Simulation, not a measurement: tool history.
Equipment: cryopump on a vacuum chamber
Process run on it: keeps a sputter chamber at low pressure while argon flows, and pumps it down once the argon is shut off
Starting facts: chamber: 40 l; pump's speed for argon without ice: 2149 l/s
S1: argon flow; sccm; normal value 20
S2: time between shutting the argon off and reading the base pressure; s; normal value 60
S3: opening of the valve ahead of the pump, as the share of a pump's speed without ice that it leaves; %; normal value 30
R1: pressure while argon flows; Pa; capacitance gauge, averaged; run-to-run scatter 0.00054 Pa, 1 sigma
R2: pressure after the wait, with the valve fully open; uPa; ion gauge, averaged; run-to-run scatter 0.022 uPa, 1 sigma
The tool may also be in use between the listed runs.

run 1 hour=0 | S1=20 S2=60 S3=30 | R1=0.0553 R2=1.19
run 2 hour=9 | S1=20 S2=60 S3=30 | R1=0.0556 R2=1.16
run 3 hour=17.9 | S1=20 S2=60 S3=30 | R1=0.0554 R2=1.14
run 4 hour=30.7 | S1=22 S2=60 S3=30 | R1=0.0607 R2=1.2
run 5 hour=42.4 | S1=22 S2=60 S3=30 | R1=0.0602 R2=1.18
run 6 hour=57.9 | S1=20 S2=60 S3=30 | R1=0.0551 R2=1.2
run 7 hour=72 | S1=20 S2=60 S3=30 | R1=0.0557 R2=1.2
run 8 hour=87.5 | S1=20 S2=60 S3=30 | R1=0.0554 R2=1.14
run 9 hour=97.5 | S1=20 S2=60 S3=30 | R1=0.0557 R2=1.16
run 10 hour=107.4 | S1=20 S2=60 S3=30 | R1=0.0553 R2=1.2
run 11 hour=122 | S1=20 S2=60 S3=30 | R1=0.0558 R2=1.27
run 12 hour=135.3 | S1=20 S2=60 S3=30 | R1=0.0557 R2=1.23
run 13 hour=142.9 | S1=20 S2=60 S3=30 | R1=0.0561 R2=1.2
run 14 hour=151.6 | S1=20 S2=60 S3=30 | R1=0.0557 R2=1.2
run 15 hour=162.2 | S1=20 S2=60 S3=30 | R1=0.0563 R2=1.22
run 16 hour=174.6 | S1=20 S2=60 S3=36 | R1=0.0472 R2=1.26
run 17 hour=185.2 | S1=20 S2=60 S3=36 | R1=0.0475 R2=1.25
run 18 hour=192.4 | S1=20 S2=60 S3=36 | R1=0.0474 R2=1.24
run 19 hour=199.8 | S1=20 S2=60 S3=36 | R1=0.048 R2=1.26
run 20 hour=209 | S1=20 S2=60 S3=36 | R1=0.0474 R2=1.25
run 21 hour=220.6 | S1=20 S2=60 S3=36 | R1=0.0477 R2=1.25
run 22 hour=227.9 | S1=11 S2=60 S3=24 | R1=0.0392 R2=1.32
run 23 hour=238.4 | S1=20 S2=31 S3=30 | R1=0.0568 R2=1.77
run 24 hour=244.7 | S1=20 S2=31 S3=30 | R1=0.056 R2=1.83
-- hour=253.4 pump warmed up, emptied and cooled again
run 25 hour=256.2 | S1=20 S2=31 S3=30 | R1=0.0529 R2=1.62
run 26 hour=262.9 | S1=27 S2=60 S3=23 | R1=0.0925 R2=1.12
run 27 hour=269.6 | S1=9 S2=60 S3=35 | R1=0.0201 R2=1.12
run 28 hour=280 | S1=9 S2=60 S3=35 | R1=0.0205 R2=1.15

Estimate the outcome of run 29 from the log above:
run 29 hour=287.5 | S1=9 S2=60 S3=35 | R1=? R2=?

Run 29 produced R1 0.0209 Pa, R2 1.14 uPa.
With the hidden condition absent and the run-to-run variation left alone, this run would have shown R1 0.0207 Pa, R2 0.62 uPa.

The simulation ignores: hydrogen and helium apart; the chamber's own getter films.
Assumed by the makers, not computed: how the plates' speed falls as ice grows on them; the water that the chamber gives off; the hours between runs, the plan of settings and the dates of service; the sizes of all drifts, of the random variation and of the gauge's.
